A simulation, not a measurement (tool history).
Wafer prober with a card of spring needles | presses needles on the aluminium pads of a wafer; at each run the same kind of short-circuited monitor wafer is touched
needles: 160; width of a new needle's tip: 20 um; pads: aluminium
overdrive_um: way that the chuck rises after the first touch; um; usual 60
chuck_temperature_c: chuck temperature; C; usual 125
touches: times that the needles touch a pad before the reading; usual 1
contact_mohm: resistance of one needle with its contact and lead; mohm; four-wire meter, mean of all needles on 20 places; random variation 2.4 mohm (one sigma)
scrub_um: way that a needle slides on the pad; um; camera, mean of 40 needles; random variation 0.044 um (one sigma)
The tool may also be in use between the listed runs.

run    hour  overdrive_um  chuck_temperature_c  touches  contact_mohm  scrub_um
  1       0            60                  125        1           350     15.14
       13.2  -- tips cleaned on abrasive film
       28.6  -- tips cleaned on abrasive film
       41.7  -- tips cleaned on abrasive film
  2      51            60                  125        1           595      14.8
       57.5  -- tips cleaned on abrasive film
         73  -- tips cleaned on abrasive film
  3    85.2            60                  125        1           671     14.72
       87.9  -- tips cleaned on abrasive film
      101.1  -- tips cleaned on abrasive film
      114.2  -- tips cleaned on abrasive film
      130.3  -- tips cleaned on abrasive film
  4   135.5            60                  125        1           483     14.66
        145  -- tips cleaned on abrasive film
      160.9  -- tips cleaned on abrasive film
      161.2  -- height of the first contact set anew
      177.1  -- tips cleaned on abrasive film
  5   180.8            45                  125        1           584     11.68
      190.7  -- tips cleaned on abrasive film
      206.4  -- tips cleaned on abrasive film
      222.1  -- tips cleaned on abrasive film
  6     225            45                  125        1           498     11.72
      237.5  -- tips cleaned on abrasive film
      253.1  -- tips cleaned on abrasive film
  7   255.5            60                  125        1           409     15.58
        268  -- tips cleaned on abrasive film
      274.6  -- tips cleaned on abrasive film, once more
      291.1  -- tips cleaned on abrasive film
      306.9  -- tips cleaned on abrasive film
  8   306.9            60                  125        1           327     15.41
      320.1  -- tips cleaned on abrasive film
      333.3  -- tips cleaned on abrasive film
      346.4  -- tips cleaned on abrasive film
  9   353.7            60                  125        1           563     15.34
      360.4  -- tips cleaned on abrasive film
      375.8  -- tips cleaned on abrasive film
      391.4  -- tips cleaned on abrasive film
 10   391.6            60                  125        2           290     15.25
      407.3  -- tips cleaned on abrasive film
      423.3  -- tips cleaned on abrasive film
 11   424.7            60                  125        2           324     15.23
      437.9  -- tips cleaned on abrasive film
      451.1  -- tips cleaned on abrasive film
 12     454            60                  125        2           355      15.2
      466.6  -- tips cleaned on abrasive film
      482.7  -- tips cleaned on abrasive film
      498.2  -- tips cleaned on abrasive film
 13   500.4            60                   89        2           343     15.09
      513.6  -- tips cleaned on abrasive film
      529.4  -- tips cleaned on abrasive film
        544  -- tips cleaned on abrasive film
      557.3  -- tips cleaned on abrasive film
 14   557.3            60                   89        2           278     14.97
      573.7  -- tips cleaned on abrasive film
      588.8  -- tips cleaned on abrasive film
      604.3  -- tips cleaned on abrasive film
 15   610.5            57                  125        3           389     14.12
      619.8  -- tips cleaned on abrasive film
      636.3  -- tips cleaned on abrasive film
 16   639.1            57                  125        3           339     14.13
      652.3  -- tips cleaned on abrasive film
      667.3  -- tips cleaned on abrasive film
      679.9  -- height of the first contact set anew
      683.3  -- tips cleaned on abrasive film
 17   687.3            54                   37        2           431     14.15
      697.2  -- tips cleaned on abrasive film
      713.1  -- tips cleaned on abrasive film
        729  -- tips cleaned on abrasive film
      742.1  -- tips cleaned on abrasive film
 18   748.4            54                   37        2           457     14.03
      758.3  -- tips cleaned on abrasive film
      774.3  -- tips cleaned on abrasive film
 19   782.9            54                   37        3           421     13.98
        789  -- tips cleaned on abrasive film
      804.9  -- tips cleaned on abrasive film
        821  -- tips cleaned on abrasive film
 20   832.3            50                  125        1           841     12.81
      835.7  -- tips cleaned on abrasive film
      852.1  -- tips cleaned on abrasive film
      867.2  -- tips cleaned on abrasive film
 21   875.1            50                   69        1           793     12.78
      881.8  -- tips cleaned on abrasive film
      897.4  -- tips cleaned on abrasive film
 22   907.8            69                  125        2           430     17.75
      911.2  -- tips cleaned on abrasive film
      926.4  -- tips cleaned on abrasive film
      939.5  -- tips cleaned on abrasive film
      953.8  -- tips cleaned on abrasive film
 23   953.8            66                   34        1           290     16.74
      969.9  -- tips cleaned on abrasive film
      986.2  -- tips cleaned on abrasive film
     1001.7  -- tips cleaned on abrasive film
 24  1004.1            70                   85        1           355     17.77
     1017.1  -- tips cleaned on abrasive film
     1032.8  -- tips cleaned on abrasive film
     1047.3  -- tips cleaned on abrasive film
 25  1056.6            43                   60        2           767     10.67
     1063.3  -- tips cleaned on abrasive film
     1079.1  -- tips cleaned on abrasive film
     1095.5  -- tips cleaned on abrasive film
     1108.7  -- tips cleaned on abrasive film
 26  1112.2            73                   28        2           335     18.33
       1124  -- tips cleaned on abrasive film
     1139.4  -- tips cleaned on abrasive film
 27  1139.4            73                   28        2           265     18.32

Forecast each of these 5 alternatives for the next run:
     1152.6  -- tips cleaned on abrasive film
     1167.6  -- tips cleaned on abrasive film
  A  1175.6            73                   28        1             ?         ?
     1152.6  -- tips cleaned on abrasive film
     1167.6  -- tips cleaned on abrasive film
  B  1175.6            60                   69        1             ?         ?
     1152.6  -- tips cleaned on abrasive film
     1167.6  -- tips cleaned on abrasive film
  C  1175.6            66                   28        2             ?         ?
     1152.6  -- tips cleaned on abrasive film
     1167.6  -- tips cleaned on abrasive film
  D  1175.6            40                   27        1             ?         ?
     1152.6  -- tips cleaned on abrasive film
     1167.6  -- tips cleaned on abrasive film
  E  1175.6            60                   26        1             ?         ?

run  contact_mohm  scrub_um
  A           514     18.27
  B           650     14.92
  C           438     16.51
  D          1207      9.65
  E           647      14.9
Without the tool's hidden state the same runs would have given:
run  contact_mohm  scrub_um
  A           232      19.1
  B           254     15.75
  C           231     17.34
  D           251     10.47
  E           233     15.73
